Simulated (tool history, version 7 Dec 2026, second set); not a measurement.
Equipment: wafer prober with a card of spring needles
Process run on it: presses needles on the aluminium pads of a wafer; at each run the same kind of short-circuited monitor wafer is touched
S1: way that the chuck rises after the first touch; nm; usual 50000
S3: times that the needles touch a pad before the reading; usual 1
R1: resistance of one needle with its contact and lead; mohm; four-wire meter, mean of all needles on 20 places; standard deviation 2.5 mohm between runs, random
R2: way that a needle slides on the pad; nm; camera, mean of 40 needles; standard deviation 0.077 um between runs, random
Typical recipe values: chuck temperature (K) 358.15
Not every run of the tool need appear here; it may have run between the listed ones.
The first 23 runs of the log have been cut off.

-- day=12.938 tips cleaned on abrasive film
run 24 day=13.129 | S1=50000 chuck_temperature_(K)=358.15 S3=1 | R1=292 R2=13970
-- day=13.500 height of the first contact set anew
-- day=13.550 tips cleaned on abrasive film
run 25 day=13.838 | S1=52000 chuck_temperature_(K)=358.15 S3=1 | R1=285 R2=14420
-- day=14.175 tips cleaned on abrasive film
run 26 day=14.271 | S1=37000 chuck_temperature_(K)=358.15 S3=2 | R1=297 R2=10260
-- day=14.775 tips cleaned on abrasive film
run 27 day=14.862 | S1=50000 chuck_temperature_(K)=315.15 S3=2 | R1=274 R2=13860
run 28 day=15.183 | S1=47000 chuck_temperature_(K)=339.15 S3=2 | R1=283 R2=13120
-- day=15.392 tips cleaned on abrasive film
-- day=15.662 gauge calibrated
run 29 day=15.879 | S1=50000 chuck_temperature_(K)=329.15 S3=1 | R1=277 R2=13600
-- day=16.017 tips cleaned on abrasive film
run 30 day=16.412 | S1=65000 chuck_temperature_(K)=358.15 S3=1 | R1=281 R2=17690
-- day=16.646 tips cleaned on abrasive film
run 31 day=17.100 | S1=68000 chuck_temperature_(K)=385.15 S3=2 | R1=288 R2=18230
-- day=17.246 tips cleaned on abrasive film
-- day=17.858 tips cleaned on abrasive film
run 32 day=17.875 | S1=42000 chuck_temperature_(K)=317.15 S3=2 | R1=280 R2=11370

What if the next run were any one of these 3? Each begins from the tool's condition after run 32:
run A day=18.304 | S1=42000 chuck_temperature_(K)=319.15 S3=1 | R1=? R2=?
run B day=18.304 | S1=50000 chuck_temperature_(K)=358.15 S3=1 | R1=? R2=?
run C day=18.304 | S1=42000 chuck_temperature_(K)=340.15 S3=1 | R1=? R2=?

run=A R1=281 R2=11420
run=B R1=291 R2=13520
run=C R1=286 R2=11440
Without the tool's unlogged condition, the same runs would have read:
run=A R1=280 R2=11360
run=B R1=290 R2=13460
run=C R1=284 R2=11380

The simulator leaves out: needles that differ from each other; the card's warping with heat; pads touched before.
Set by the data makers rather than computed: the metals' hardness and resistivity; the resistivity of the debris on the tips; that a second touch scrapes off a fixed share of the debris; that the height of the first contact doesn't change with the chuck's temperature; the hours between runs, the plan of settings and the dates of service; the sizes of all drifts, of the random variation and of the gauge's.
